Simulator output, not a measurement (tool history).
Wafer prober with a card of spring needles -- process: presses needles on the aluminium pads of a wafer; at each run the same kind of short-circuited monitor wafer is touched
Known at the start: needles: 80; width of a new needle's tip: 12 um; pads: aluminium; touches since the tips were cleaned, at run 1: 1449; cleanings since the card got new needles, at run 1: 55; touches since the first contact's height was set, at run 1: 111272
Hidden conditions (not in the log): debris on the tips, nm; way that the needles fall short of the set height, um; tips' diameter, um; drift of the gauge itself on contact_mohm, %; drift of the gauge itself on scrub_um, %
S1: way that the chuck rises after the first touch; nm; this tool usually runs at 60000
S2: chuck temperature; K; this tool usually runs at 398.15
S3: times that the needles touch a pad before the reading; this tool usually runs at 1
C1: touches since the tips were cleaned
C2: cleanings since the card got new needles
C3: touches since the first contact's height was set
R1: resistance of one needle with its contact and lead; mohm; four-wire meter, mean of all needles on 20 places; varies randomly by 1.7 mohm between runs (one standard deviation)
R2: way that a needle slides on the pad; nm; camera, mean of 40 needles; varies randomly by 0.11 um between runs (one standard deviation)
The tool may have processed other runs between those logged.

run	hour	S1	S2	S3	C1	C2	C3	R1	R2
1	0	60000	398.15	1	1449	55	111272	206	8460
# hour 1.3: tips cleaned on abrasive film
# hour 7.1: tips cleaned on abrasive film
# hour 12.9: tips cleaned on abrasive film
# hour 18.8: tips cleaned on abrasive film
# hour 23.5: tips cleaned on abrasive film
# hour 29.3: tips cleaned on abrasive film
2	32.7	60000	398.15	2	1187	61	122643	194	8060
# hour 35.1: tips cleaned on abrasive film
# hour 40.9: tips cleaned on abrasive film
# hour 46.7: tips cleaned on abrasive film
# hour 52.6: tips cleaned on abrasive film
# hour 58.4: tips cleaned on abrasive film
# hour 63.1: tips cleaned on abrasive film
# hour 69: tips cleaned on abrasive film
# hour 74.8: tips cleaned on abrasive film
3	74.8	60000	398.15	2	0	69	137304	176	7960
# hour 80.6: tips cleaned on abrasive film
# hour 86.5: tips cleaned on abrasive film
# hour 92.3: tips cleaned on abrasive film
# hour 97: tips cleaned on abrasive film
# hour 102.8: tips cleaned on abrasive film
4	107.4	60000	398.15	2	1615	74	148694	204	7730
# hour 108.6: tips cleaned on abrasive film
# hour 114.5: tips cleaned on abrasive film
# hour 120.3: tips cleaned on abrasive film
# hour 126.2: tips cleaned on abrasive film
# hour 132: tips cleaned on abrasive film
# hour 136.7: tips cleaned on abrasive film
# hour 142.1: tips cleaned on abrasive film
5	142.1	60000	398.15	1	0	81	160761	177	7560
# hour 146.8: tips cleaned on abrasive film
# hour 152.7: tips cleaned on abrasive film
# hour 158.5: tips cleaned on abrasive film
# hour 164.3: tips cleaned on abrasive film
# hour 165.8: height of the first contact set anew
# hour 170.5: tips cleaned on abrasive film
# hour 176.3: tips cleaned on abrasive film
# hour 182.2: tips cleaned on abrasive film
# hour 187.3: tips cleaned on abrasive film
6	187.3	60000	398.15	1	0	89	7487	176	9460
# hour 192: tips cleaned on abrasive film, once more
# hour 197.8: tips cleaned on abrasive film
# hour 203.7: tips cleaned on abrasive film
# hour 209.5: tips cleaned on abrasive film
# hour 215.3: tips cleaned on abrasive film
# hour 221.2: tips cleaned on abrasive film
7	222.5	60000	398.15	1	456	95	19753	189	9200
# hour 226: tips cleaned on abrasive film
# hour 231.8: tips cleaned on abrasive film
# hour 236.5: tips cleaned on abrasive film
# hour 242.4: tips cleaned on abrasive film
# hour 247.1: tips cleaned on abrasive film
8	250.9	60000	398.15	1	1369	100	29672	207	9440
# hour 252.2: tips cleaned on abrasive film
# hour 258: tips cleaned on abrasive film
# hour 263.9: tips cleaned on abrasive film
# hour 269.7: tips cleaned on abrasive film
# hour 275.6: tips cleaned on abrasive film
# hour 281.4: tips cleaned on abrasive film
# hour 287.2: tips cleaned on abrasive film
9	289	77000	398.15	1	633	107	42932	182	11820
# hour 292.6: tips cleaned on abrasive film
# hour 298.4: tips cleaned on abrasive film
# hour 304.2: tips cleaned on abrasive film
# hour 308.9: tips cleaned on abrasive film
10	309	77000	398.15	1	27	111	49884	169	11500
# hour 313.7: tips cleaned on abrasive film
# hour 319.6: tips cleaned on abrasive film
# hour 325.4: tips cleaned on abrasive film
# hour 330.1: tips cleaned on abrasive film
# hour 335.1: tips cleaned on abrasive film
11	335.1	77000	398.15	1	0	116	58959	168	11520
# hour 339.8: tips cleaned on abrasive film
# hour 344.5: tips cleaned on abrasive film
# hour 350.3: tips cleaned on abrasive film
12	354	77000	398.15	1	1284	119	65539	192	11660
# hour 355.2: tips cleaned on abrasive film
# hour 359.9: tips cleaned on abrasive film
# hour 364.6: tips cleaned on abrasive film
# hour 370.4: tips cleaned on abrasive film
# hour 375.1: tips cleaned on abrasive film
13	375.5	53000	317.15	1	126	124	72996	174	7680
# hour 380.2: tips cleaned on abrasive film
# hour 386: tips cleaned on abrasive film
# hour 391.8: tips cleaned on abrasive film
# hour 397.7: tips cleaned on abrasive film
# hour 403.4: tips cleaned on abrasive film
14	403.4	72000	385.15	3	0	129	82737	172	10600
# hour 409.3: tips cleaned on abrasive film
# hour 415.1: tips cleaned on abrasive film
# hour 421: tips cleaned on abrasive film
# hour 426.8: tips cleaned on abrasive film
15	430.3	72000	385.15	3	1230	133	92113	180	10520
# hour 432.6: tips cleaned on abrasive film
# hour 437.3: tips cleaned on abrasive film
# hour 443.1: tips cleaned on abrasive film
# hour 449: tips cleaned on abrasive film
16	452.4	72000	385.15	3	1204	137	99808	181	10670
# hour 454.8: tips cleaned on abrasive film
# hour 460.6: tips cleaned on abrasive film
# hour 466.4: tips cleaned on abrasive film
# hour 472.3: tips cleaned on abrasive film
# hour 478.1: tips cleaned on abrasive film
# hour 482.8: tips cleaned on abrasive film
# hour 488.7: tips cleaned on abrasive film
# hour 494.5: tips cleaned on abrasive film
17	497.9	43000	300.15	2	1214	145	115685	238	5590
# hour 500.3: tips cleaned on abrasive film
# hour 506.2: tips cleaned on abrasive film
# hour 510.9: tips cleaned on abrasive film
# hour 516.7: tips cleaned on abrasive film
# hour 522.5: tips cleaned on abrasive film
# hour 528.4: tips cleaned on abrasive film
# hour 534.2: tips cleaned on abrasive film
# hour 538.9: tips cleaned on abrasive film
18	543.4	43000	300.15	2	1599	153	131540	260	5590
# hour 544.7: tips cleaned on abrasive film
# hour 549.4: tips cleaned on abrasive film
# hour 555.2: tips cleaned on abrasive film
# hour 561: tips cleaned on abrasive film
# hour 566.9: tips cleaned on abrasive film
# hour 572.7: tips cleaned on abrasive film
# hour 578.6: tips cleaned on abrasive film
# hour 583.8: tips cleaned on abrasive film
19	583.8	43000	300.15	2	0	161	145587	176	5500
# hour 589.7: tips cleaned on abrasive film
# hour 595.5: tips cleaned on abrasive film
# hour 601.3: tips cleaned on abrasive film
# hour 607.2: tips cleaned on abrasive film
# hour 611.9: tips cleaned on abrasive film
20	615.7	43000	300.15	2	1357	166	156718	260	5310

Run 21 is up next; what results do you expect?
# hour 616.9: tips cleaned on abrasive film
# hour 622.8: tips cleaned on abrasive film
# hour 628.6: tips cleaned on abrasive film
# hour 634.5: tips cleaned on abrasive film
# hour 640.2: tips cleaned on abrasive film
21	640.2	43000	300.15	2	0	171	165234	?	?

R1: 180 mohm
R2: 5050 nm
Had the tool carried no hidden state, the very same run would have given R1 150 mohm, R2 6670 nm.

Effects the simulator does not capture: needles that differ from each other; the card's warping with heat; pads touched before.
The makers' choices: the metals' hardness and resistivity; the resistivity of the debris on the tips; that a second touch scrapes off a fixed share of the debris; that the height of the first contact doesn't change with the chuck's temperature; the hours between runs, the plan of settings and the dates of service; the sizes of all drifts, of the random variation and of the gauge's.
